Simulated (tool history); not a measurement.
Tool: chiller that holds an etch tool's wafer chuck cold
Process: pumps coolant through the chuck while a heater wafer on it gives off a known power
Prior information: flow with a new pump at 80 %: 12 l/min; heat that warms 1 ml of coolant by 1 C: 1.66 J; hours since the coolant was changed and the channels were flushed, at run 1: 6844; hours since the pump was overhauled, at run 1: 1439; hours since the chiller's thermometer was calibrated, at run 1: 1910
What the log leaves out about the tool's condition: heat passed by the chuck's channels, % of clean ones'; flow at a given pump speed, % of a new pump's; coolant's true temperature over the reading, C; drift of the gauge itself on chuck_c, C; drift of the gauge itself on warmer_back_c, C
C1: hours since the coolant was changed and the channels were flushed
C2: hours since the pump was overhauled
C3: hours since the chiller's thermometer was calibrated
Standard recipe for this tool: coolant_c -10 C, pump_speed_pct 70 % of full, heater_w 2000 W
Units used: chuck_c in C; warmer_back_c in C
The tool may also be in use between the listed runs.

Run 1, day 0.000: usual settings; C1 6844; C2 1439; C3 1910. Result: chuck_c 9.2 C, warmer_back_c 7.04 C.
Run 2, day 2.754: usual settings; C1 6910; C2 1505; C3 1976. Result: chuck_c 9.4 C, warmer_back_c 7.04 C.
Run 3, day 4.517: usual settings; C1 6953; C2 1547; C3 2018. Result: chuck_c 9.3 C, warmer_back_c 7.03 C.
Run 4, day 6.454: usual settings; C1 6999; C2 1594; C3 2065. Result: chuck_c 9.2 C, warmer_back_c 7.06 C.
Run 5, day 10.183: usual settings; C1 7089; C2 1683; C3 2154. Result: chuck_c 9.1 C, warmer_back_c 7.04 C.
Run 6, day 13.667: usual settings; C1 7172; C2 1767; C3 2238. Result: chuck_c 9.4 C, warmer_back_c 7.09 C.
Run 7, day 17.379: usual settings but pump_speed_pct 73 % of full; C1 7261; C2 1856; C3 2327. Result: chuck_c 9.0 C, warmer_back_c 6.73 C.
Run 8, day 20.042: usual settings but pump_speed_pct 73 % of full; C1 7325; C2 1920; C3 2391. Result: chuck_c 8.8 C, warmer_back_c 6.75 C.
Run 9, day 23.046: usual settings but heater_w 2275 W; C1 7397; C2 1992; C3 2463. Result: chuck_c 12.1 C, warmer_back_c 8.00 C.
Run 10, day 26.483: usual settings but heater_w 2275 W; C1 7480; C2 2075; C3 2545. Result: chuck_c 12.2 C, warmer_back_c 8.07 C.
Run 11, day 30.058: usual settings but heater_w 2275 W; C1 7566; C2 2160; C3 2631. Result: chuck_c 12.2 C, warmer_back_c 8.11 C.
At day 31.921: coolant changed, channels flushed.
Run 12, day 32.225: usual settings but pump_speed_pct 97 % of full; C1 7; C2 2206; C3 2677. Result: chuck_c 4.4 C, warmer_back_c 5.02 C.
Run 13, day 34.883: usual settings but pump_speed_pct 97 % of full; C1 71; C2 2270; C3 2741. Result: chuck_c 4.2 C, warmer_back_c 4.95 C.
At day 35.238: chiller's thermometer calibrated.
Run 14, day 38.650: usual settings but pump_speed_pct 97 % of full; C1 161; C2 2360; C3 82. Result: chuck_c 4.5 C, warmer_back_c 5.05 C.
Run 15, day 41.771: usual settings; C1 235; C2 2435; C3 157. Result: chuck_c 7.9 C, warmer_back_c 7.12 C.
At day 42.562: chiller's thermometer calibrated, once more.
Run 16, day 44.438: usual settings but heater_w 1913 W; C1 298; C2 2498; C3 45. Result: chuck_c 6.8 C, warmer_back_c 6.76 C.
Run 17, day 47.454: usual settings but heater_w 1913 W; C1 371; C2 2570; C3 117. Result: chuck_c 6.9 C, warmer_back_c 6.75 C.
Run 18, day 49.946: usual settings but coolant_c -13 C; C1 431; C2 2630; C3 177. Result: chuck_c 4.5 C, warmer_back_c 7.13 C.
Run 19, day 51.908: usual settings but pump_speed_pct 85 % of full, heater_w 2446 W; C1 478; C2 2677; C3 224. Result: chuck_c 8.8 C, warmer_back_c 7.00 C.
Run 20, day 54.308: usual settings but pump_speed_pct 85 % of full, heater_w 2446 W; C1 535; C2 2734; C3 282. Result: chuck_c 8.9 C, warmer_back_c 7.06 C.
Run 21, day 57.900: usual settings but coolant_c -19 C, pump_speed_pct 71 % of full, heater_w 2801 W; C1 622; C2 2821; C3 368. Result: chuck_c 5.4 C, warmer_back_c 9.77 C.
Run 22, day 61.596: usual settings but pump_speed_pct 71 % of full, heater_w 1917 W; C1 710; C2 2909; C3 457. Result: chuck_c 6.7 C, warmer_back_c 6.71 C.
Run 23, day 64.350: usual settings but coolant_c -16 C, pump_speed_pct 75 % of full, heater_w 2659 W; C1 776; C2 2975; C3 523. Result: chuck_c 6.6 C, warmer_back_c 8.76 C.
Run 24, day 67.900: usual settings but coolant_c -14 C, pump_speed_pct 90 % of full, heater_w 2307 W; C1 861; C2 3061; C3 608. Result: chuck_c 3.2 C, warmer_back_c 6.23 C.
Run 25, day 71.638: usual settings but heater_w 1039 W; C1 951; C2 3150; C3 698. Result: chuck_c -0.7 C, warmer_back_c 3.65 C.
Run 26, day 75.279: usual settings but coolant_c -12 C, heater_w 2984 W; C1 1039; C2 3238; C3 785. Result: chuck_c 14.6 C, warmer_back_c 10.74 C.
Run 27, day 78.617: usual settings but coolant_c -5 C, pump_speed_pct 88 % of full, heater_w 1416 W; C1 1119; C2 3318; C3 865. Result: chuck_c 5.9 C, warmer_back_c 3.96 C.
Run 28, day 82.146: usual settings but heater_w 2599 W; C1 1203; C2 3403; C3 950. Result: chuck_c 13.3 C, warmer_back_c 9.31 C.
Run 29, day 84.588: usual settings but heater_w 2599 W; C1 1262; C2 3461; C3 1009. Result: chuck_c 13.2 C, warmer_back_c 9.29 C.
Run 30, day 86.904: usual settings but coolant_c -16 C, pump_speed_pct 97 % of full, heater_w 1183 W; C1 1318; C2 3517; C3 1064. Result: chuck_c -7.4 C, warmer_back_c 2.91 C.
Run 31, day 89.879: usual settings but coolant_c -12 C, pump_speed_pct 77 % of full, heater_w 1391 W; C1 1389; C2 3588; C3 1136. Result: chuck_c -0.4 C, warmer_back_c 4.50 C.

Describe how what the log doesn't record of the tool's condition differs between the last listed run preceding each entry between runs and the first listed run following it.
After run 11, before run 12: coolant changed, channels flushed (day 31.921)
  heat passed by the chuck's channels, % of clean ones': 87.4 -> 99.7; coolant's true temperature over the reading, C: 0.25 -> 0.26
  difference, measured minus the result without the unlogged condition, chuck_c: +2.6 -> +0.4 C; warmer_back_c: +0.12 -> +0.07 C
After run 13, before run 14: chiller's thermometer calibrated (day 35.238)
  heat passed by the chuck's channels, % of clean ones': 99.6 -> 99.4; coolant's true temperature over the reading, C: 0.26 -> 0.42
  difference, measured minus the result without the unlogged condition, chuck_c: +0.4 -> +0.7 C; warmer_back_c: +0.07 -> +0.08 C
After run 15, before run 16: chiller's thermometer calibrated, once more (day 42.562)
  heat passed by the chuck's channels, % of clean ones': 99.3 -> 99.2; flow at a given pump speed, % of a new pump's: 98.3 -> 98.2; coolant's true temperature over the reading, C: 0.43 -> 0.06
  difference, measured minus the result without the unlogged condition, chuck_c: +0.7 -> +0.4 C; warmer_back_c: +0.12 -> +0.12 C

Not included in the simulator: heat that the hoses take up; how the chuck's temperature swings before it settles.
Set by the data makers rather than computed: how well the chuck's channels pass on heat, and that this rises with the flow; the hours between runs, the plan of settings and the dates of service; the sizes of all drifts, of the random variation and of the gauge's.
